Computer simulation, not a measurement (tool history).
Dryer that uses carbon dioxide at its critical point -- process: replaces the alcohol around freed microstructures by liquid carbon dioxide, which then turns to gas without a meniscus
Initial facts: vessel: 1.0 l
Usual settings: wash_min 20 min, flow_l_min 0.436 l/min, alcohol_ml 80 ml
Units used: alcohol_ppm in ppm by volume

run	day	wash_min	flow_l_min	alcohol_ml	alcohol_ppm
1	0	20	0.436	80	107
2	0.296	20	0.436	80	101
3	0.962	20	0.436	80	105
4	1.479	20	0.436	116	127
5	1.971	20	0.436	116	127
6	2.338	20	0.436	116	130
7	2.908	20	0.436	116	136
8	3.425	20	0.436	116	142
9	3.758	20	0.516	80	81
10	4.083	20	0.362	80	232
11	4.521	20	0.436	80	114
12	4.871	20	0.436	80	125
13	5.321	20	0.436	80	117
14	5.683	20	0.436	80	124
15	6.204	20	0.436	80	125
16	6.688	20	0.436	80	118
17	7.283	20	0.436	80	141
18	7.829	23	0.42	83	111
19	8.212	23	0.515	94	90
20	8.842	23	0.515	94	92

Run 21, settings as shown, results not yet in. Your forecast:
21	9.442	23	0.515	94	?

{"run 21": {"alcohol_ppm": 84}}
Were there no unlogged condition in the tool, this run, its random variation unchanged, would have produced alcohol_ppm 0 ppm by volume.

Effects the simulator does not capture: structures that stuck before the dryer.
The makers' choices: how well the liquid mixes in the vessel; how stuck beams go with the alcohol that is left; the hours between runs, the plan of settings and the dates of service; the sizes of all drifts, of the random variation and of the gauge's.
